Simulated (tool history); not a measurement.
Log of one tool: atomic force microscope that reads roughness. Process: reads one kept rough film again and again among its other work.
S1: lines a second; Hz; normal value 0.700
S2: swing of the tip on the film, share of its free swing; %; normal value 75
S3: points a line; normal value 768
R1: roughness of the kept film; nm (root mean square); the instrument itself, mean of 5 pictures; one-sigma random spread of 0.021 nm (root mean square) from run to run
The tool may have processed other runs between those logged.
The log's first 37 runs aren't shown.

{"run": 38, "day": 12.225, "S1": 0.7, "S2": 61, "S3": 401, "R1": 5.218}
{"run": 39, "day": 12.454, "S1": 0.7, "S2": 61, "S3": 349, "R1": 5.21}
{"run": 40, "day": 12.883, "S1": 0.7, "S2": 61, "S3": 349, "R1": 5.158}
{"run": 41, "day": 13.208, "S1": 0.661, "S2": 75, "S3": 477, "R1": 5.007}
{"run": 42, "day": 13.579, "S1": 0.663, "S2": 75, "S3": 719, "R1": 4.933}
{"run": 43, "day": 13.825, "S1": 0.663, "S2": 75, "S3": 719, "R1": 4.928}
{"run": 44, "day": 14.017, "S1": 0.663, "S2": 75, "S3": 719, "R1": 4.927}
{"run": 45, "day": 14.308, "S1": 0.663, "S2": 75, "S3": 719, "R1": 4.927}
{"run": 46, "day": 14.571, "S1": 0.663, "S2": 61, "S3": 601, "R1": 5.012}
{"day": 14.821, "done": "new tip fitted"}
{"run": 47, "day": 14.821, "S1": 0.548, "S2": 75, "S3": 354, "R1": 5.354}
{"run": 48, "day": 15.021, "S1": 0.7, "S2": 64, "S3": 931, "R1": 5.378}
{"run": 49, "day": 15.25, "S1": 0.839, "S2": 88, "S3": 808, "R1": 4.985}
{"run": 50, "day": 15.517, "S1": 0.706, "S2": 87, "S3": 768, "R1": 5.024}
{"run": 51, "day": 15.792, "S1": 0.7, "S2": 75, "S3": 334, "R1": 5.18}
{"run": 52, "day": 16.067, "S1": 0.7, "S2": 75, "S3": 334, "R1": 5.164}
{"run": 53, "day": 16.317, "S1": 1.774, "S2": 87, "S3": 461, "R1": 4.451}

Branching from run 53: 4 alternative next runs. What would each branch give?
{"run": "A", "day": 16.65, "S1": 0.938, "S2": 64, "S3": 310, "R1": "?"}
{"run": "B", "day": 16.65, "S1": 1.886, "S2": 87, "S3": 271, "R1": "?"}
{"run": "C", "day": 16.65, "S1": 0.7, "S2": 80, "S3": 258, "R1": "?"}
{"run": "D", "day": 16.65, "S1": 0.7, "S2": 59, "S3": 768, "R1": "?"}

run=A R1=5.160
run=B R1=4.368
run=C R1=5.007
run=D R1=5.194
Stripped of hidden state, with their random variation kept, the same runs would have yielded:
run=A R1=5.328
run=B R1=4.511
run=C R1=5.171
run=D R1=5.364
